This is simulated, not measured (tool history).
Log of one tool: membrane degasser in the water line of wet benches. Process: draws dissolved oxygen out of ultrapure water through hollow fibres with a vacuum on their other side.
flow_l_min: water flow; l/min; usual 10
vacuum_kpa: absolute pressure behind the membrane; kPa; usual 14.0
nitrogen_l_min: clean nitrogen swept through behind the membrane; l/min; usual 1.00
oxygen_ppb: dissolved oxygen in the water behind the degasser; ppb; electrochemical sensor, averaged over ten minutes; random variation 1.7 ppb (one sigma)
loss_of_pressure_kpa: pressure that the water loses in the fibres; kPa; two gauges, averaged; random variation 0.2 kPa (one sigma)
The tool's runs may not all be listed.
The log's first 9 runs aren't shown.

run	hour	flow_l_min	vacuum_kpa	nitrogen_l_min	oxygen_ppb	loss_of_pressure_kpa
# hour 823.9: vacuum gauge calibrated
10	874.4	10	14.0	1.00	262.6	50.37
11	950.3	10	14.0	1.00	267.0	50.48
12	1044.8	13	14.0	1.00	333.8	65.70
13	1146.5	10	14.0	1.00	264.2	50.33
14	1231.1	10	19.6	1.00	393.7	50.53
15	1344.1	10	14.0	1.00	265.3	50.46
16	1402.8	10	14.0	1.00	268.1	50.38
17	1492.3	8	14.0	1.00	218.4	40.71
18	1599.6	13	14.0	0.78	421.3	65.84
19	1726.0	10	26.8	2.81	219.6	51.03
20	1813.7	10	26.8	2.81	223.6	51.09
21	1887.1	14	18.4	1.00	501.6	71.50
22	1955.5	14	18.4	1.00	503.5	71.08
23	2061.7	14	18.4	1.00	504.3	71.49
24	2150.3	10	14.0	1.93	150.9	51.39
25	2228.0	7	25.8	2.78	155.3	36.08
26	2288.3	12	30.8	0.48	1335.4	61.58
# hour 2365.4: seals of the vacuum lines changed
27	2365.4	15	17.2	2.60	211.2	77.62
28	2478.9	10	13.1	2.24	113.9	51.22
29	2547.3	6	14.0	1.00	160.5	31.03
30	2660.7	10	34.4	1.86	399.1	51.52
31	2777.5	10	18.8	0.52	648.9	51.65
32	2901.2	14	28.4	0.47	1394.6	72.05

4 ways to go on from here, each from the tool as it stands after run 32. What would each give?
A	3018.0	9	23.3	0.47	?	?
B	3018.0	7	8.9	1.94	?	?
C	3018.0	10	14.0	0.68	?	?
D	3018.0	13	28.4	0.82	?	?

run	oxygen_ppb	loss_of_pressure_kpa
A	808.7	46.72
B	55.0	36.29
C	370.0	52.13
D	854.8	67.74
Without the tool's hidden state the same runs would have given:
run	oxygen_ppb	loss_of_pressure_kpa
A	793.6	41.67
B	51.3	32.36
C	357.5	46.47
D	837.8	60.39

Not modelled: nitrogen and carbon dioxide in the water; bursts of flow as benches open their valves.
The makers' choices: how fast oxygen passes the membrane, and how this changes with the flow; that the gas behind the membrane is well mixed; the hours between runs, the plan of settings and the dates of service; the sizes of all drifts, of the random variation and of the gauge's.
